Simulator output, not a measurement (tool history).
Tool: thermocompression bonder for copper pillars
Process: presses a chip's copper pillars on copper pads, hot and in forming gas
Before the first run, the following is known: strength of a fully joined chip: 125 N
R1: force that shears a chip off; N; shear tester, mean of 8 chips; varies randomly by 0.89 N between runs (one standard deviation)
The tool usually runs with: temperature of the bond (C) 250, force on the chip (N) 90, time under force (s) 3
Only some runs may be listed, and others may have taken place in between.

run 1 day=0.000 | temperature_of_the_bond_(C)=250 force_on_the_chip_(N)=90 time_under_force_(s)=3 | R1=61.9
run 2 day=0.533 | temperature_of_the_bond_(C)=250 force_on_the_chip_(N)=90 time_under_force_(s)=3 | R1=61.6
run 3 day=0.779 | temperature_of_the_bond_(C)=250 force_on_the_chip_(N)=90 time_under_force_(s)=3 | R1=61.3
run 4 day=1.158 | temperature_of_the_bond_(C)=250 force_on_the_chip_(N)=90 time_under_force_(s)=3 | R1=61.2
run 5 day=1.450 | temperature_of_the_bond_(C)=250 force_on_the_chip_(N)=90 time_under_force_(s)=4 | R1=67.4
run 6 day=1.846 | temperature_of_the_bond_(C)=250 force_on_the_chip_(N)=90 time_under_force_(s)=4 | R1=68.1
run 7 day=2.446 | temperature_of_the_bond_(C)=250 force_on_the_chip_(N)=56 time_under_force_(s)=3 | R1=36.3
run 8 day=2.762 | temperature_of_the_bond_(C)=250 force_on_the_chip_(N)=90 time_under_force_(s)=3 | R1=61.8
run 9 day=3.217 | temperature_of_the_bond_(C)=250 force_on_the_chip_(N)=90 time_under_force_(s)=4 | R1=67.1
run 10 day=3.604 | temperature_of_the_bond_(C)=250 force_on_the_chip_(N)=90 time_under_force_(s)=4 | R1=67.4
run 11 day=4.125 | temperature_of_the_bond_(C)=250 force_on_the_chip_(N)=90 time_under_force_(s)=3 | R1=60.6
-- day=4.238 force cell calibrated
run 12 day=4.758 | temperature_of_the_bond_(C)=220 force_on_the_chip_(N)=90 time_under_force_(s)=3 | R1=39.1
-- day=5.200 force cell calibrated, once more
run 13 day=5.429 | temperature_of_the_bond_(C)=220 force_on_the_chip_(N)=90 time_under_force_(s)=3 | R1=39.8
run 14 day=5.796 | temperature_of_the_bond_(C)=220 force_on_the_chip_(N)=90 time_under_force_(s)=3 | R1=40.2
run 15 day=6.217 | temperature_of_the_bond_(C)=220 force_on_the_chip_(N)=90 time_under_force_(s)=3 | R1=41.0
run 16 day=6.571 | temperature_of_the_bond_(C)=250 force_on_the_chip_(N)=131 time_under_force_(s)=3 | R1=81.7
run 17 day=7.038 | temperature_of_the_bond_(C)=250 force_on_the_chip_(N)=131 time_under_force_(s)=3 | R1=81.5
-- day=7.354 heater calibrated with a thermocouple chip
run 18 day=7.475 | temperature_of_the_bond_(C)=250 force_on_the_chip_(N)=131 time_under_force_(s)=3 | R1=89.5
run 19 day=7.746 | temperature_of_the_bond_(C)=239 force_on_the_chip_(N)=90 time_under_force_(s)=3 | R1=59.5
run 20 day=8.271 | temperature_of_the_bond_(C)=250 force_on_the_chip_(N)=61 time_under_force_(s)=3 | R1=46.2
run 21 day=8.875 | temperature_of_the_bond_(C)=258 force_on_the_chip_(N)=111 time_under_force_(s)=3 | R1=83.5
run 22 day=9.275 | temperature_of_the_bond_(C)=230 force_on_the_chip_(N)=90 time_under_force_(s)=2 | R1=46.1
run 23 day=9.821 | temperature_of_the_bond_(C)=252 force_on_the_chip_(N)=90 time_under_force_(s)=4 | R1=75.4
run 24 day=10.346 | temperature_of_the_bond_(C)=243 force_on_the_chip_(N)=90 time_under_force_(s)=4 | R1=67.6
run 25 day=10.688 | temperature_of_the_bond_(C)=243 force_on_the_chip_(N)=90 time_under_force_(s)=4 | R1=66.2
run 26 day=11.279 | temperature_of_the_bond_(C)=240 force_on_the_chip_(N)=85 time_under_force_(s)=2 | R1=49.1
run 27 day=11.675 | temperature_of_the_bond_(C)=250 force_on_the_chip_(N)=82 time_under_force_(s)=8 | R1=81.5
run 28 day=11.938 | temperature_of_the_bond_(C)=250 force_on_the_chip_(N)=82 time_under_force_(s)=8 | R1=83.1
run 29 day=12.204 | temperature_of_the_bond_(C)=250 force_on_the_chip_(N)=62 time_under_force_(s)=5 | R1=55.8
run 30 day=12.612 | temperature_of_the_bond_(C)=267 force_on_the_chip_(N)=128 time_under_force_(s)=3 | R1=96.8
run 31 day=12.962 | temperature_of_the_bond_(C)=261 force_on_the_chip_(N)=90 time_under_force_(s)=6 | R1=86.2
run 32 day=13.208 | temperature_of_the_bond_(C)=279 force_on_the_chip_(N)=89 time_under_force_(s)=4 | R1=90.5
run 33 day=13.533 | temperature_of_the_bond_(C)=279 force_on_the_chip_(N)=89 time_under_force_(s)=4 | R1=89.6
run 34 day=13.779 | temperature_of_the_bond_(C)=279 force_on_the_chip_(N)=89 time_under_force_(s)=4 | R1=90.6
run 35 day=14.267 | temperature_of_the_bond_(C)=221 force_on_the_chip_(N)=80 time_under_force_(s)=4 | R1=45.0
run 36 day=14.608 | temperature_of_the_bond_(C)=221 force_on_the_chip_(N)=71 time_under_force_(s)=4 | R1=39.0
run 37 day=15.125 | temperature_of_the_bond_(C)=250 force_on_the_chip_(N)=76 time_under_force_(s)=2 | R1=48.3
run 38 day=15.596 | temperature_of_the_bond_(C)=251 force_on_the_chip_(N)=83 time_under_force_(s)=3 | R1=62.3
run 39 day=15.875 | temperature_of_the_bond_(C)=252 force_on_the_chip_(N)=72 time_under_force_(s)=4 | R1=60.5
run 40 day=16.262 | temperature_of_the_bond_(C)=238 force_on_the_chip_(N)=91 time_under_force_(s)=2 | R1=49.4

Same runs, no hidden state in the tool, same run-to-run variation:
Hidden state present: true temperature of the bond over the reading, C; force that reaches the chip, % of what is set; oxide that the forming gas leaves, % of the face; drift of the gauge itself on shear_n, %.
run=1 R1=73.2
run=2 R1=72.9
run=3 R1=72.8
run=4 R1=72.9
run=5 R1=79.7
run=6 R1=80.7
run=7 R1=45.1
run=8 R1=74.2
run=9 R1=80.1
run=10 R1=80.6
run=11 R1=73.5
run=12 R1=50.3
run=13 R1=50.0
run=14 R1=50.5
run=15 R1=51.5
run=16 R1=95.1
run=17 R1=95.1
run=18 R1=95.9
run=19 R1=64.1
run=20 R1=50.0
run=21 R1=90.1
run=22 R1=50.3
run=23 R1=81.9
run=24 R1=73.9
run=25 R1=72.5
run=26 R1=54.2
run=27 R1=89.4
run=28 R1=91.1
run=29 R1=61.7
run=30 R1=105.9
run=31 R1=94.8
run=32 R1=99.5
run=33 R1=98.7
run=34 R1=99.9
run=35 R1=50.7
run=36 R1=44.2
run=37 R1=54.5
run=38 R1=70.2
run=39 R1=68.3
run=40 R1=56.2
